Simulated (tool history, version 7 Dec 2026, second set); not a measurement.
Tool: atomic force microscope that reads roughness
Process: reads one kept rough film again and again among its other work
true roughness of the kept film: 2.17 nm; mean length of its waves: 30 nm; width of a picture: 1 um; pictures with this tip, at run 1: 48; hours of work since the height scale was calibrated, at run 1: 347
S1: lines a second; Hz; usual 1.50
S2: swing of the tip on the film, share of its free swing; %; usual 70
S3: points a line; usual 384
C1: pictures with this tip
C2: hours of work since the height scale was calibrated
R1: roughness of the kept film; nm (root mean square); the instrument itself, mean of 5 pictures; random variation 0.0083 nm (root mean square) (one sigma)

Run 1, hour 0.0: usual settings; C1 48; C2 347. Result: R1 1.739 nm (root mean square).
Run 2, hour 24.1: usual settings; C1 77; C2 363. Result: R1 1.698 nm (root mean square).
Run 3, hour 57.8: usual settings; C1 117; C2 387. Result: R1 1.669 nm (root mean square).
Run 4, hour 109.2: usual settings but S3 339; C1 178; C2 422. Result: R1 1.611 nm (root mean square).
Run 5, hour 152.4: usual settings but S3 339; C1 229; C2 452. Result: R1 1.529 nm (root mean square).
Run 6, hour 200.9: usual settings but S2 79 %; C1 287; C2 486. Result: R1 1.432 nm (root mean square).
At hour 231.3: new tip fitted.
Run 7, hour 231.3: usual settings but S1 1.13 Hz; C1 0; C2 507. Result: R1 1.861 nm (root mean square).
Run 8, hour 267.5: usual settings but S1 1.46 Hz; C1 43; C2 532. Result: R1 1.774 nm (root mean square).
Run 9, hour 294.5: usual settings but S1 1.46 Hz; C1 75; C2 550. Result: R1 1.730 nm (root mean square).
Run 10, hour 338.6: usual settings but S3 686; C1 127; C2 581. Result: R1 1.670 nm (root mean square).
Run 11, hour 374.7: usual settings but S3 686; C1 170; C2 606. Result: R1 1.627 nm (root mean square).
Run 12, hour 430.5: usual settings; C1 236; C2 645. Result: R1 1.550 nm (root mean square).
Run 13, hour 482.2: usual settings but S2 65 %; C1 298; C2 681. Result: R1 1.514 nm (root mean square).
At hour 502.9: new tip fitted.
Run 14, hour 524.9: usual settings but S2 65 %; C1 26; C2 710. Result: R1 1.811 nm (root mean square).
Run 15, hour 567.3: usual settings; C1 77; C2 739. Result: R1 1.709 nm (root mean square).
Run 16, hour 609.2: usual settings; C1 126; C2 768. Result: R1 1.651 nm (root mean square).
Run 17, hour 661.7: usual settings; C1 189; C2 805. Result: R1 1.588 nm (root mean square).
Run 18, hour 689.7: usual settings; C1 222; C2 824. Result: R1 1.555 nm (root mean square).
Run 19, hour 748.5: usual settings but S1 1.01 Hz, S3 283; C1 292; C2 865. Result: R1 1.518 nm (root mean square).
At hour 772.6: new tip fitted.
Run 20, hour 804.4: usual settings but S1 0.60 Hz, S2 77 %, S3 313; C1 38; C2 903. Result: R1 1.829 nm (root mean square).
Run 21, hour 840.4: usual settings but S1 0.60 Hz, S2 77 %, S3 313; C1 81; C2 928. Result: R1 1.766 nm (root mean square).
Run 22, hour 872.2: usual settings but S1 0.60 Hz, S2 73 %, S3 894; C1 119; C2 950. Result: R1 1.750 nm (root mean square).
Run 23, hour 929.8: usual settings but S1 0.60 Hz, S2 73 %, S3 894; C1 187; C2 990. Result: R1 1.689 nm (root mean square).
Run 24, hour 955.4: usual settings but S1 3.06 Hz, S2 56 %, S3 614; C1 217; C2 1008. Result: R1 1.592 nm (root mean square).
Run 25, hour 1012.5: usual settings but S1 0.81 Hz, S2 83 %, S3 410; C1 285; C2 1048. Result: R1 1.501 nm (root mean square).
At hour 1042.0: new tip fitted.
Run 26, hour 1056.7: usual settings but S1 3.40 Hz, S2 83 %, S3 931; C1 17; C2 1078. Result: R1 1.421 nm (root mean square).
Run 27, hour 1094.4: usual settings but S3 747; C1 62; C2 1104. Result: R1 1.746 nm (root mean square).
Run 28, hour 1144.7: usual settings but S1 1.56 Hz, S2 65 %; C1 122; C2 1139. Result: R1 1.701 nm (root mean square).
Run 29, hour 1189.6: usual settings but S1 0.67 Hz, S3 791; C1 175; C2 1170. Result: R1 1.698 nm (root mean square).
Run 30, hour 1214.5: usual settings but S1 1.37 Hz, S3 388; C1 205; C2 1187. Result: R1 1.594 nm (root mean square).
Run 31, hour 1256.8: usual settings but S1 0.97 Hz, S2 77 %, S3 935; C1 255; C2 1217. Result: R1 1.535 nm (root mean square).
Run 32, hour 1282.2: usual settings but S1 1.44 Hz, S2 57 %, S3 310; C1 285; C2 1234. Result: R1 1.550 nm (root mean square).
At hour 1312.3: new tip fitted.
Run 33, hour 1318.0: usual settings but S2 65 %, S3 603; C1 6; C2 1259. Result: R1 1.866 nm (root mean square).
Run 34, hour 1374.2: usual settings but S2 65 %, S3 603; C1 73; C2 1298. Result: R1 1.788 nm (root mean square).
Run 35, hour 1426.8: usual settings but S2 65 %, S3 603; C1 136; C2 1334. Result: R1 1.708 nm (root mean square).
Run 36, hour 1464.0: usual settings but S1 0.80 Hz, S3 797; C1 180; C2 1360. Result: R1 1.687 nm (root mean square).

Forecast each of these 3 alternatives for the next run:
Run A, hour 1497.0: usual settings but S1 0.80 Hz, S2 73 %, S3 322; C1 219; C2 1383. Result: R1 ?.
Run B, hour 1497.0: usual settings but S1 0.50 Hz, S2 63 %, S3 486; C1 219; C2 1383. Result: R1 ?.
Run C, hour 1497.0: usual settings but S1 3.97 Hz, S2 82 %, S3 797; C1 219; C2 1383. Result: R1 ?.

run     R1
  A  1.625
  B  1.688
  C  1.211
Without the tool's hidden state the same runs would have given:
run     R1
  A  1.863
  B  1.937
  C  1.390
